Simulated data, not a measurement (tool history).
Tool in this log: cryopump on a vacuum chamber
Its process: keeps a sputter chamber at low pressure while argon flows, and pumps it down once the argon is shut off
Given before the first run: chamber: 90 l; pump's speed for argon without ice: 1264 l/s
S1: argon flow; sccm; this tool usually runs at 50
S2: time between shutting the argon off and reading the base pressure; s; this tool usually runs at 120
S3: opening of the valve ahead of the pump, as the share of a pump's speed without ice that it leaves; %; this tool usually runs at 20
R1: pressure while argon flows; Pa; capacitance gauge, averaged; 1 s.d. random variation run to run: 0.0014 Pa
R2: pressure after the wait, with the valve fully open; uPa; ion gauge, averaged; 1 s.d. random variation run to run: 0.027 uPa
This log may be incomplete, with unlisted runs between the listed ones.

{"run": 1, "hour": 0.0, "S1": 50, "S2": 120, "S3": 20, "R1": 0.3453, "R2": 2.1}
{"run": 2, "hour": 42.6, "S1": 50, "S2": 120, "S3": 20, "R1": 0.3462, "R2": 2.1}
{"run": 3, "hour": 105.8, "S1": 50, "S2": 120, "S3": 20, "R1": 0.3483, "R2": 2.12}
{"run": 4, "hour": 139.7, "S1": 50, "S2": 120, "S3": 20, "R1": 0.3478, "R2": 2.06}
{"run": 5, "hour": 212.2, "S1": 50, "S2": 120, "S3": 20, "R1": 0.3522, "R2": 2.17}
{"run": 6, "hour": 264.5, "S1": 50, "S2": 120, "S3": 20, "R1": 0.3504, "R2": 2.18}
{"run": 7, "hour": 327.5, "S1": 50, "S2": 120, "S3": 20, "R1": 0.3509, "R2": 2.26}
{"run": 8, "hour": 371.3, "S1": 50, "S2": 120, "S3": 20, "R1": 0.3496, "R2": 2.29}
{"run": 9, "hour": 407.6, "S1": 50, "S2": 120, "S3": 20, "R1": 0.3533, "R2": 2.4}
{"hour": 418.1, "done": "leaking fittings of the chamber tightened, without venting"}
{"run": 10, "hour": 463.0, "S1": 50, "S2": 120, "S3": 20, "R1": 0.354, "R2": 1.32}
{"run": 11, "hour": 514.6, "S1": 50, "S2": 225, "S3": 20, "R1": 0.3523, "R2": 0.91}
{"run": 12, "hour": 584.5, "S1": 50, "S2": 225, "S3": 20, "R1": 0.357, "R2": 0.95}
{"run": 13, "hour": 655.3, "S1": 50, "S2": 156, "S3": 20, "R1": 0.3542, "R2": 1.21}
{"run": 14, "hour": 728.3, "S1": 50, "S2": 120, "S3": 20, "R1": 0.3515, "R2": 1.46}
{"run": 15, "hour": 782.2, "S1": 50, "S2": 120, "S3": 22, "R1": 0.326, "R2": 1.58}
{"run": 16, "hour": 833.6, "S1": 50, "S2": 120, "S3": 22, "R1": 0.3299, "R2": 1.51}
{"hour": 849.1, "done": "pump warmed up, emptied and cooled again"}
{"run": 17, "hour": 902.4, "S1": 50, "S2": 120, "S3": 59, "R1": 0.1159, "R2": 1.46}
{"run": 18, "hour": 970.8, "S1": 41, "S2": 29, "S3": 39, "R1": 0.1426, "R2": 4.39}
{"run": 19, "hour": 1002.8, "S1": 66, "S2": 62, "S3": 44, "R1": 0.2036, "R2": 2.35}
{"run": 20, "hour": 1046.4, "S1": 66, "S2": 62, "S3": 44, "R1": 0.2049, "R2": 2.39}
{"run": 21, "hour": 1121.1, "S1": 66, "S2": 62, "S3": 44, "R1": 0.2042, "R2": 2.37}
{"run": 22, "hour": 1178.2, "S1": 20, "S2": 160, "S3": 47, "R1": 0.058, "R2": 1.37}
{"run": 23, "hour": 1244.9, "S1": 50, "S2": 142, "S3": 18, "R1": 0.3735, "R2": 1.48}
{"run": 24, "hour": 1318.7, "S1": 50, "S2": 120, "S3": 45, "R1": 0.1532, "R2": 1.61}
{"run": 25, "hour": 1355.6, "S1": 50, "S2": 41, "S3": 15, "R1": 0.4518, "R2": 3.48}
{"run": 26, "hour": 1392.1, "S1": 27, "S2": 56, "S3": 33, "R1": 0.1122, "R2": 2.73}
{"run": 27, "hour": 1443.6, "S1": 27, "S2": 56, "S3": 40, "R1": 0.0932, "R2": 2.79}
{"run": 28, "hour": 1474.0, "S1": 27, "S2": 56, "S3": 40, "R1": 0.094, "R2": 2.78}
{"run": 29, "hour": 1522.4, "S1": 95, "S2": 236, "S3": 52, "R1": 0.256, "R2": 1.26}
{"run": 30, "hour": 1594.6, "S1": 95, "S2": 236, "S3": 52, "R1": 0.2597, "R2": 1.31}
{"run": 31, "hour": 1647.9, "S1": 53, "S2": 23, "S3": 52, "R1": 0.1447, "R2": 5.72}
{"run": 32, "hour": 1722.5, "S1": 53, "S2": 230, "S3": 22, "R1": 0.3325, "R2": 1.46}
{"run": 33, "hour": 1760.8, "S1": 53, "S2": 230, "S3": 52, "R1": 0.145, "R2": 1.46}
{"run": 34, "hour": 1818.6, "S1": 50, "S2": 90, "S3": 20, "R1": 0.3473, "R2": 2.21}

Here are 3 independent what-if runs from the current tool condition. What would each one return?
{"run": "A", "hour": 1849.4, "S1": 50, "S2": 90, "S3": 57, "R1": "?", "R2": "?"}
{"run": "B", "hour": 1849.4, "S1": 50, "S2": 20, "S3": 23, "R1": "?", "R2": "?"}
{"run": "C", "hour": 1849.4, "S1": 57, "S2": 31, "S3": 23, "R1": "?", "R2": "?"}

run=A R1=0.1266 R2=2.24
run=B R1=0.2980 R2=6.69
run=C R1=0.3437 R2=4.62
Had the tool no hidden state, the same runs would have come out as:
run=A R1=0.1165 R2=1.48
run=B R1=0.2880 R2=5.93
run=C R1=0.3321 R2=3.86
